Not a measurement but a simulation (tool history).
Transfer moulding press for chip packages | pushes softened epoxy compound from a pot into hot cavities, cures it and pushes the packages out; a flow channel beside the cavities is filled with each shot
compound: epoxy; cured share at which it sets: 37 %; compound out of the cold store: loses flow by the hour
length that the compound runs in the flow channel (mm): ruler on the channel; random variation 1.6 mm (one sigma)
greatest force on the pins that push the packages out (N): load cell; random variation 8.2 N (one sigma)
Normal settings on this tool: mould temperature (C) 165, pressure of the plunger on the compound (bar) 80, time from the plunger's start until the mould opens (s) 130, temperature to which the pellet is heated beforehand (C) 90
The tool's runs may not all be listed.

| run | hour | mould temperature (C) | pressure of the plunger on the compound (bar) | time from the plunger's start until the mould opens (s) | temperature to which the pellet is heated beforehand (C) | incoming compound's hours out of the cold store | length that the compound runs in the flow channel (mm) | greatest force on the pins that push the packages out (N) |
|---|---|---|---|---|---|---|---|---|
| 1 | 0 | 165 | 80 | 130 | 90 | 40.5 | 503 | 394 |
| 2 | 7.7 | 160 | 80 | 130 | 90 | 47.8 | 492 | 515 |
| 3 | 15.9 | 160 | 80 | 130 | 90 | 22.7 | 548 | 569 |
| 4 | 26.6 | 165 | 80 | 130 | 90 | 18.3 | 550 | 506 |
| 5 | 34.6 | 165 | 80 | 130 | 90 | 14.4 | 559 | 528 |
| 6 | 40.7 | 165 | 80 | 130 | 85 | 17 | 550 | 561 |
| 7 | 49.5 | 165 | 80 | 139 | 90 | 45 | 492 | 559 |
|  | 59.7 | cavities cleaned with cleaning compound and waxed |
| 8 | 59.8 | 165 | 80 | 130 | 90 | 16.8 | 549 | 368 |
| 9 | 69.3 | 165 | 80 | 130 | 90 | 15.4 | 561 | 419 |
| 10 | 80.6 | 165 | 80 | 130 | 81 | 10.5 | 564 | 490 |
| 11 | 89 | 165 | 80 | 130 | 81 | 34.5 | 511 | 522 |
| 12 | 98 | 165 | 80 | 130 | 81 | 38.8 | 502 | 532 |
| 13 | 108.8 | 165 | 80 | 130 | 81 | 20.5 | 537 | 587 |
| 14 | 114.2 | 159 | 70 | 144 | 92 | 47.9 | 454 | 608 |
| 15 | 119 | 159 | 70 | 144 | 92 | 37.8 | 474 | 668 |
|  | 124 | cavities cleaned with cleaning compound and waxed |
| 16 | 128.1 | 161 | 62.1 | 130 | 81 | 40.9 | 440 | 450 |
| 17 | 134.7 | 161 | 62.1 | 130 | 81 | 43.8 | 434 | 461 |
| 18 | 139.5 | 161 | 74.3 | 130 | 100 | 32.6 | 496 | 511 |
| 19 | 148.7 | 161 | 74.3 | 130 | 100 | 28.7 | 501 | 564 |
| 20 | 160.4 | 169 | 87.3 | 148 | 84 | 14.3 | 568 | 491 |
| 21 | 169.4 | 169 | 94.5 | 165 | 90 | 31.8 | 551 | 510 |
| 22 | 177.6 | 165 | 80 | 131 | 91 | 42 | 489 | 550 |
|  | 188.1 | cavities cleaned with cleaning compound and waxed |
| 23 | 189.1 | 165 | 80 | 131 | 91 | 37.5 | 498 | 373 |
| 24 | 198.2 | 163 | 76.2 | 147 | 97 | 20.4 | 519 | 403 |
| 25 | 203.7 | 172 | 76.2 | 157 | 98 | 19.9 | 514 | 387 |
| 26 | 212.4 | 172 | 76.2 | 157 | 98 | 21 | 508 | 436 |

Forecast each of these 4 alternatives for the next run:
| A | 218.2 | 172 | 78.6 | 157 | 92 | 42.9 | ? | ? |
| B | 218.2 | 165 | 76.2 | 112 | 100 | 21 | ? | ? |
| C | 218.2 | 165 | 80 | 169 | 85 | 19.4 | ? | ? |
| D | 218.2 | 165 | 98.9 | 130 | 96 | 42.4 | ? | ? |

| run | length that the compound runs in the flow channel (mm) | greatest force on the pins that push the packages out (N) |
|---|---|---|
| A | 470 | 447 |
| B | 516 | 611 |
| C | 536 | 461 |
| D | 536 | 517 |
Without the tool's hidden state the same runs would have given:
| run | length that the compound runs in the flow channel (mm) | greatest force on the pins that push the packages out (N) |
|---|---|---|
| A | 496 | 314 |
| B | 544 | 425 |
| C | 565 | 325 |
| D | 565 | 364 |
